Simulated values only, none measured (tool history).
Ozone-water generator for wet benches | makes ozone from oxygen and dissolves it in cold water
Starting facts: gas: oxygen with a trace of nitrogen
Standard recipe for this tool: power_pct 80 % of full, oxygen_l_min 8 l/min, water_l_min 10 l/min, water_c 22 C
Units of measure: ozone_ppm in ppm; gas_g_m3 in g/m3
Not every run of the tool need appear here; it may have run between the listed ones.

| run | day | power_pct | oxygen_l_min | water_l_min | water_c | ozone_ppm | gas_g_m3 |
|---|---|---|---|---|---|---|---|
| 1 | 0 | 80 | 8 | 10 | 22 | 28.4 | 206.4 |
| 2 | 3.7 | 80 | 8 | 10 | 22 | 28.6 | 204.4 |
| 3 | 5.379 | 80 | 8 | 10 | 22 | 28.6 | 203.4 |
| 4 | 7.721 | 80 | 8 | 10 | 22 | 28.1 | 204.5 |
| 5 | 10.779 | 80 | 8 | 12 | 22 | 24.7 | 202.7 |
| 6 | 14.054 | 80 | 8 | 10 | 29 | 23.7 | 200.6 |
| 7 | 16.046 | 80 | 9.81 | 10 | 22 | 27.6 | 190.1 |
| 8 | 17.671 | 80 | 9.81 | 10 | 22 | 27.3 | 187.4 |
| 9 | 21.508 | 80 | 9.81 | 10 | 22 | 27.3 | 188.8 |
| 10 | 23.321 | 80 | 9.81 | 10 | 22 | 27.4 | 188 |
| 11 | 26.608 | 80 | 9.81 | 10 | 22 | 27 | 188 |
| 12 | 30.142 | 80 | 9.81 | 10 | 22 | 26.6 | 187.3 |
| 13 | 33.575 | 80 | 9.81 | 10 | 22 | 27 | 186.2 |
| 14 | 36.146 | 80 | 9.81 | 10 | 22 | 26.6 | 186.3 |
| 15 | 38.517 | 80 | 9.81 | 10 | 22 | 26.8 | 186.5 |
| 16 | 41.104 | 47 | 8 | 10 | 22 | 20.3 | 149.5 |
|  | 42.45 | contactor cleaned |
| 17 | 43.8 | 90 | 8 | 14 | 17 | 25.5 | 210.7 |
| 18 | 47.05 | 80 | 8 | 14 | 22 | 21.6 | 195.8 |
| 19 | 48.888 | 80 | 5.59 | 10 | 21 | 28.2 | 219.2 |
| 20 | 51.217 | 80 | 5.12 | 10 | 22 | 27.5 | 224.1 |
| 21 | 54.408 | 61 | 9.07 | 9 | 22 | 25 | 160.9 |

What will run 22 give?
| 22 | 58.212 | 61 | 9.07 | 9 | 22 | ? | ? |

ozone_ppm: 24.5 ppm
gas_g_m3: 161.1 g/m3
With no hidden state in the tool, this same run would have given ozone_ppm 27.7 ppm, gas_g_m3 178.8 g/m3.
